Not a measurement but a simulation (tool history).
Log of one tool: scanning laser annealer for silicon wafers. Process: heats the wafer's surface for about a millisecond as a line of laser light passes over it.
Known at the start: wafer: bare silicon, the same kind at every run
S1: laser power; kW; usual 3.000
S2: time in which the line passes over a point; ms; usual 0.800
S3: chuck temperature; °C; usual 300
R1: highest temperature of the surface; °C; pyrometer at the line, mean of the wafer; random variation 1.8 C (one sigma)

run 1 hour=0.0 | S1=3.000 S2=0.800 S3=300 | R1=992
run 2 hour=15.7 | S1=3.000 S2=0.800 S3=300 | R1=988
run 3 hour=35.2 | S1=3.000 S2=0.800 S3=300 | R1=989
run 4 hour=65.8 | S1=3.000 S2=0.800 S3=300 | R1=987
run 5 hour=79.8 | S1=3.000 S2=0.800 S3=300 | R1=987
run 6 hour=113.0 | S1=3.000 S2=0.800 S3=300 | R1=988
run 7 hour=131.9 | S1=3.000 S2=0.658 S3=300 | R1=920
run 8 hour=159.8 | S1=3.000 S2=0.782 S3=312 | R1=994
run 9 hour=184.3 | S1=2.832 S2=0.782 S3=288 | R1=931
run 10 hour=206.6 | S1=2.832 S2=0.782 S3=288 | R1=929
run 11 hour=239.3 | S1=2.832 S2=0.782 S3=288 | R1=927
run 12 hour=256.7 | S1=3.270 S2=0.786 S3=331 | R1=1065
run 13 hour=285.1 | S1=3.038 S2=0.575 S3=306 | R1=885

Forecast each of these 5 alternatives for the next run:
run A hour=299.5 | S1=2.557 S2=0.575 S3=306 | R1=?
run B hour=299.5 | S1=3.000 S2=0.727 S3=300 | R1=?
run C hour=299.5 | S1=3.000 S2=0.800 S3=321 | R1=?
run D hour=299.5 | S1=3.000 S2=0.761 S3=278 | R1=?
run E hour=299.5 | S1=2.998 S2=0.667 S3=300 | R1=?

run=A R1=798
run=B R1=951
run=C R1=1001
run=D R1=943
run=E R1=917
Without the tool's hidden state the same runs would have given:
run=A R1=811
run=B R1=968
run=C R1=1019
run=D R1=960
run=E R1=934
